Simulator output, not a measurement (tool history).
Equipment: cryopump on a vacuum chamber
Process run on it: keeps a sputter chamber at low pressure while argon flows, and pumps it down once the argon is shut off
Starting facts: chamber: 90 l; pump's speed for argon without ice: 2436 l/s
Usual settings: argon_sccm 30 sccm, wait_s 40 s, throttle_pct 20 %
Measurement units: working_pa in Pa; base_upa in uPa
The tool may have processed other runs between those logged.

run   hour  argon_sccm  wait_s  throttle_pct  working_pa  base_upa
  1    0.0          30      40            20      0.1056      2.33
  2   39.7          30      40            20      0.1056      2.43
  3   86.9          31      40            20      0.1086      2.40
  4  120.3          31      40            20      0.1095      2.47
  5  157.0          31      40            20      0.1099      2.49
  6  207.1          31      40            20      0.1100      2.44
  7  254.3          31      40            20      0.1100      2.52
  8  293.1          14      40            20      0.0500      2.56
  9  350.4          14      40            20      0.0498      2.55
 10  393.0          14     203            20      0.0503      1.88
 11  423.0          30      24            20      0.1073      3.21
 12  465.5          30      24            20      0.1072      3.24
 13  502.9          30      24            20      0.1072      3.24
     510.2  -- leaking fittings of the chamber tightened, without venting
 14  538.0          30      24            20      0.1072      1.64
 15  596.8          30      40            20      0.1079      1.13
     612.5  -- pump warmed up, emptied and cooled again
 16  643.3          54     175            21      0.1785      0.39
 17  667.9          47      21            45      0.0731      1.99

Run 18 has not been measured yet. What should we expect?
 18  703.4          19      21            49           ?         ?

Logged for run 18: working_pa 0.0270 Pa, base_upa 2.00 uPa.
Had the tool carried no hidden state, the very same run would have given working_pa 0.0266 Pa, base_upa 1.91 uPa.
